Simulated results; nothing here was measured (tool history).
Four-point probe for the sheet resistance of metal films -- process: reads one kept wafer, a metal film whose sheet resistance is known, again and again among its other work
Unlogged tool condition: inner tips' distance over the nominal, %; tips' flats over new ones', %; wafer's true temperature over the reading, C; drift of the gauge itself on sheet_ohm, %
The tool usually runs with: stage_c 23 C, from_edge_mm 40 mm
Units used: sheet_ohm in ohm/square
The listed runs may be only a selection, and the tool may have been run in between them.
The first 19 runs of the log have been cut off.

run,hour,stage_c,from_edge_mm,touches since the probe head was changed,hours of work since the stage's thermometer was calibrated,sheet_ohm
20,1782.8,23,40,125617,1034,0.399304
21,1902.8,23,40,128341,1124,0.399504
22,2036.6,32,40,131378,1224,0.397428
23,2121.2,19,8,133300,1288,0.405467
24,2187.2,18,4,134796,1337,0.420840
25,2263.5,18,4,136528,1394,0.420970
26,2380.8,20,25,139191,1482,0.400403
27,2478.8,23,9,141415,1555,0.403254
28,2576.6,23,9,143637,1628,0.403446
29,2662.9,23,9,145594,1693,0.403387
30,2760.1,22,6,147800,1766,0.408794
31,2868.0,22,6,150250,1846,0.408845
32,2985.8,22,14,152925,1934,0.401090
33,3079.8,31,16,155059,2005,0.398661
34,3134.3,23,10,156295,2046,0.402599
35,3255.7,30,25,159050,2136,0.398148
36,3376.6,24,9,161794,2227,0.403027
37,3478.8,33,30,164113,2303,0.397403

Run 38 has not been measured yet. What should we expect?
38,3569.4,28,7,166170,2371,?

Run 38 yielded sheet_ohm 0.404946 ohm/square.
The same run, on a tool lacking any hidden state, would have yielded sheet_ohm 0.404981 ohm/square.
